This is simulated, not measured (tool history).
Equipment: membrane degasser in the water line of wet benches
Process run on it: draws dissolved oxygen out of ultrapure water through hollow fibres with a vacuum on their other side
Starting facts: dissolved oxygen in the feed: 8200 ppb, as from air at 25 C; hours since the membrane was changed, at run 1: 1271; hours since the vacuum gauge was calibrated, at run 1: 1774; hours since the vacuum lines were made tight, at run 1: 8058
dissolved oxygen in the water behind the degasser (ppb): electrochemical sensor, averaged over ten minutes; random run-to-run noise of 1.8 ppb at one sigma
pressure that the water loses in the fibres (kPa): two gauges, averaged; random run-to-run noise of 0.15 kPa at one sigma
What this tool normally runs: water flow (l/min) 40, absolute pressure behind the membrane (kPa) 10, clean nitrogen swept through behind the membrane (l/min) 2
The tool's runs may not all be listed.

run	hour	water flow (l/min)	absolute pressure behind the membrane (kPa)	clean nitrogen swept through behind the membrane (l/min)	hours since the membrane was changed	hours since the vacuum gauge was calibrated	hours since the vacuum lines were made tight	dissolved oxygen in the water behind the degasser (ppb)	pressure that the water loses in the fibres (kPa)
1	0	40	10	2	1271	1774	8058	358.8	29.44
2	43	40	10	2.28	1314	1817	8101	326.7	29.69
3	68.5	40	10	2.28	1340	1843	8126	329.4	29.5
4	113.2	40	10	2	1384	1888	8171	360.3	29.75
5	157.6	40	10	2	1429	1932	8216	360.5	29.26
6	196.7	40	10	2	1468	1971	8255	359.6	29.52
7	233.5	40	10	2.67	1505	2008	8291	293.3	29.39
8	273.8	40	10	2.67	1545	2048	8332	291.4	29.72
9	309.9	40	10	2.67	1581	2084	8368	295	29.56
10	337.2	40	10	2.72	1608	2112	8395	290.1	29.52
11	357.6	40	10	2	1629	2132	8415	359.3	29.37
12	390.9	40	10	2	1662	2165	8449	358.2	29.08
13	410.4	40	10	2	1682	2185	8468	363.1	29.63
14	441.7	24	10	2	1713	2216	8500	214.2	17.56
15	478.6	40	10	2	1750	2253	8536	357.7	29.18
# hour 483.1: vacuum gauge calibrated
16	512	40	10	2	1783	29	8569	360.8	29.59
17	547.2	40	10	2	1818	64	8605	360.9	29.43
18	585.7	43	10.7	2.11	1856	103	8643	397.4	31.92
19	610.2	62	17.7	4.55	1881	127	8668	568.3	45.87
20	636.4	29	17.7	4.29	1907	153	8694	270.3	21.52
21	670.4	29	17.7	4.29	1941	187	8728	268.7	21.43
# hour 698: vacuum gauge calibrated, once more
22	708.6	31	13.9	3.76	1979	11	8765	246.5	22.87
23	743.6	29	6.7	2	2014	46	8800	151.6	21.38
24	765.6	33	6.7	2	2036	68	8823	176.8	24.33
25	800.5	57	11.9	4.93	2071	102	8857	342.6	41.85
26	839.6	57	11.9	4.93	2110	142	8896	347.2	42.28
27	874.3	44	17.1	1.52	2145	176	8931	852.7	32.74
28	913.6	44	17.1	1.52	2184	216	8970	853.1	32.5

Run 29 has not been measured yet. What should we expect?
29	946.7	39	15.9	4.57	2217	249	9004	?	?

dissolved oxygen in the water behind the degasser (ppb): 307.6
pressure that the water loses in the fibres (kPa): 29.15
Were there no unlogged condition in the tool, this run, its random variation unchanged, would have produced dissolved oxygen in the water behind the degasser (ppb) 303, pressure that the water loses in the fibres (kPa) 28.96.
